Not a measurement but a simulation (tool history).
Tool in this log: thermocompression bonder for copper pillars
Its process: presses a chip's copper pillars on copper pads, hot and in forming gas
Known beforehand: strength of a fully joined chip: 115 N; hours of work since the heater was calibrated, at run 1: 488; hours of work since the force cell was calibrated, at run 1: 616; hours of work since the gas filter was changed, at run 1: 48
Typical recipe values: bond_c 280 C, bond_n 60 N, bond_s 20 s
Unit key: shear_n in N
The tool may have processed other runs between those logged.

run	day	bond_c	bond_n	bond_s	hours of work since the heater was calibrated	hours of work since the force cell was calibrated	hours of work since the gas filter was changed	shear_n
1	0.000	280	60	20	488	616	48	75.1
2	0.850	280	60	20	501	629	61	74.4
3	1.579	280	60	20	512	640	72	74.4
4	2.067	280	38	20	520	648	80	61.2
5	2.950	280	38	20	533	661	93	61.2
6	3.525	280	38	20	542	670	102	61.5
7	4.112	251	60	37	551	679	111	66.9
8	4.950	278	60	37	564	692	124	85.5
9	5.533	306	57	17	573	701	133	85.0
10	6.092	258	70	17	581	709	141	59.2
11	6.796	264	51	12	592	720	152	49.0

Predict each of these 4 candidate next runs independently; none follows another, all start after run 11:
A	7.433	280	60	40	602	730	162	?
B	7.433	298	64	21	602	730	162	?
C	7.433	280	81	20	602	730	162	?
D	7.433	283	60	56	602	730	162	?

run	shear_n
A	89.2
B	88.9
C	82.5
D	97.8
With no hidden state in the tool, these same runs would have given:
run	shear_n
A	89.0
B	88.8
C	82.3
D	97.8
